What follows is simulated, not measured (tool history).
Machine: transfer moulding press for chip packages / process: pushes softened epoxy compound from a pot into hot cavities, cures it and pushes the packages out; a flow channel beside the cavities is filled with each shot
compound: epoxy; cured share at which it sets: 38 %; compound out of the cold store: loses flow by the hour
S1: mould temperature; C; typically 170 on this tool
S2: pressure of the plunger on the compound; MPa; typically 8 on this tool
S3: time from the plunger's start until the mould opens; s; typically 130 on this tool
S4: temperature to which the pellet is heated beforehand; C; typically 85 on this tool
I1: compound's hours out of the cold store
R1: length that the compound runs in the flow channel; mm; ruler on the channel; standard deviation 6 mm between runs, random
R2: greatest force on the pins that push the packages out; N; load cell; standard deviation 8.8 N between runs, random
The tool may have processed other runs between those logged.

{"run": 1, "hour": 0.0, "S1": 170, "S2": 8, "S3": 130, "S4": 85, "I1": 30.6, "R1": 586, "R2": 466}
{"run": 2, "hour": 24.4, "S1": 170, "S2": 8, "S3": 130, "S4": 85, "I1": 37.6, "R1": 552, "R2": 546}
{"run": 3, "hour": 40.9, "S1": 170, "S2": 8, "S3": 130, "S4": 85, "I1": 11.6, "R1": 624, "R2": 608}
{"run": 4, "hour": 60.2, "S1": 176, "S2": 8, "S3": 130, "S4": 85, "I1": 39.7, "R1": 540, "R2": 561}
{"run": 5, "hour": 84.6, "S1": 176, "S2": 8, "S3": 165, "S4": 85, "I1": 27.2, "R1": 559, "R2": 540}
{"run": 6, "hour": 111.8, "S1": 171, "S2": 8, "S3": 130, "S4": 85, "I1": 41.4, "R1": 530, "R2": 779}
{"run": 7, "hour": 141.5, "S1": 170, "S2": 8, "S3": 130, "S4": 85, "I1": 19.4, "R1": 588, "R2": 391}
{"run": 8, "hour": 165.8, "S1": 170, "S2": 8, "S3": 130, "S4": 85, "I1": 37.3, "R1": 550, "R2": 470}
{"run": 9, "hour": 193.9, "S1": 170, "S2": 8, "S3": 130, "S4": 85, "I1": 23.2, "R1": 586, "R2": 536}
{"run": 10, "hour": 209.5, "S1": 170, "S2": 8, "S3": 130, "S4": 85, "I1": 26, "R1": 567, "R2": 592}
{"run": 11, "hour": 224.6, "S1": 170, "S2": 8, "S3": 130, "S4": 85, "I1": 25.3, "R1": 571, "R2": 654}
{"run": 12, "hour": 251.4, "S1": 170, "S2": 8, "S3": 130, "S4": 85, "I1": 44, "R1": 538, "R2": 644}
{"run": 13, "hour": 271.8, "S1": 170, "S2": 8, "S3": 130, "S4": 85, "I1": 47, "R1": 538, "R2": 413}
{"run": 14, "hour": 297.6, "S1": 170, "S2": 8, "S3": 154, "S4": 85, "I1": 44.3, "R1": 528, "R2": 442}
{"run": 15, "hour": 315.9, "S1": 172, "S2": 8, "S3": 154, "S4": 85, "I1": 28.3, "R1": 554, "R2": 477}
{"run": 16, "hour": 339.5, "S1": 172, "S2": 8, "S3": 154, "S4": 85, "I1": 43.6, "R1": 563, "R2": 511}
{"run": 17, "hour": 355.0, "S1": 169, "S2": 8.31, "S3": 161, "S4": 88, "I1": 32.5, "R1": 608, "R2": 559}
{"run": 18, "hour": 373.9, "S1": 174, "S2": 8.31, "S3": 161, "S4": 91, "I1": 9.9, "R1": 649, "R2": 548}
{"run": 19, "hour": 391.1, "S1": 174, "S2": 8.31, "S3": 161, "S4": 91, "I1": 45.1, "R1": 566, "R2": 345}
{"run": 20, "hour": 416.2, "S1": 165, "S2": 6.44, "S3": 169, "S4": 89, "I1": 33, "R1": 553, "R2": 465}
{"run": 21, "hour": 428.5, "S1": 171, "S2": 8, "S3": 154, "S4": 85, "I1": 41.7, "R1": 569, "R2": 469}
{"run": 22, "hour": 453.4, "S1": 170, "S2": 6.81, "S3": 130, "S4": 85, "I1": 46.4, "R1": 528, "R2": 597}
{"run": 23, "hour": 470.4, "S1": 174, "S2": 8.51, "S3": 116, "S4": 79, "I1": 38.4, "R1": 585, "R2": 601}
{"run": 24, "hour": 488.8, "S1": 170, "S2": 8, "S3": 131, "S4": 85, "I1": 43.1, "R1": 562, "R2": 634}
{"run": 25, "hour": 508.8, "S1": 166, "S2": 7.5, "S3": 133, "S4": 92, "I1": 24.5, "R1": 596, "R2": 523}
{"run": 26, "hour": 527.2, "S1": 177, "S2": 8, "S3": 119, "S4": 85, "I1": 12.2, "R1": 603, "R2": 423}
{"run": 27, "hour": 552.0, "S1": 177, "S2": 8, "S3": 119, "S4": 85, "I1": 39.4, "R1": 542, "R2": 486}
{"run": 28, "hour": 579.3, "S1": 167, "S2": 7.54, "S3": 154, "S4": 85, "I1": 40.4, "R1": 564, "R2": 577}

Removed from this log: 6 entries logged between the listed runs. Between which two listed runs does each belong, and how does the tool's hidden state at the listed run before it compare with that at the listed run after it?
Runs 5 to 6: cavities cleaned with cleaning compound and waxed (hour 88.1)
  true mould temperature over the reading, C: 0.67 -> 0.68; pressure that reaches the compound, % of what is set: 89.28 -> 88.61; grip of the stained cavities, % over clean ones': 83.6 -> 132.5
  the result without the hidden state subtracted from the measured one, R1: -35 -> -36 mm; R2: +247 -> +438 N
Runs 6 to 7: cavities cleaned with cleaning compound and waxed, once more (hour 139.9)
  true mould temperature over the reading, C: 0.68 -> 0.7; pressure that reaches the compound, % of what is set: 88.61 -> 87.85; grip of the stained cavities, % over clean ones': 132.5 -> 4.7
  the result without the hidden state subtracted from the measured one, R1: -36 -> -42 mm; R2: +438 -> +4 N
Runs 12 to 13: cavities cleaned with cleaning compound and waxed (hour 258.4)
  true mould temperature over the reading, C: 0.78 -> 0.8; pressure that reaches the compound, % of what is set: 85.06 -> 84.57; grip of the stained cavities, % over clean ones': 83.7 -> 16.7
  the result without the hidden state subtracted from the measured one, R1: -48 -> -49 mm; R2: +282 -> +46 N
Runs 15 to 16: plunger's sealing rings changed (hour 338.7)
  true mould temperature over the reading, C: 0.83 -> 0.84; pressure that reaches the compound, % of what is set: 83.41 -> 99.88; grip of the stained cavities, % over clean ones': 54.7 -> 67.5
  the result without the hidden state subtracted from the measured one, R1: -55 -> -3 mm; R2: +166 -> +206 N
Runs 18 to 19: cavities cleaned with cleaning compound and waxed (hour 379.4)
  true mould temperature over the reading, C: 0.87 -> 0.88; pressure that reaches the compound, % of what is set: 99.03 -> 98.59; grip of the stained cavities, % over clean ones': 83.4 -> 14.4
  the result without the hidden state subtracted from the measured one, R1: -7 -> -7 mm; R2: +250 -> +43 N
Runs 24 to 25: cavities cleaned with cleaning compound and waxed (hour 498.5)
  true mould temperature over the reading, C: 0.95 -> 0.96; pressure that reaches the compound, % of what is set: 96.1 -> 95.64; grip of the stained cavities, % over clean ones': 82.3 -> 13.1
  the result without the hidden state subtracted from the measured one, R1: -15 -> -17 mm; R2: +274 -> +27 N
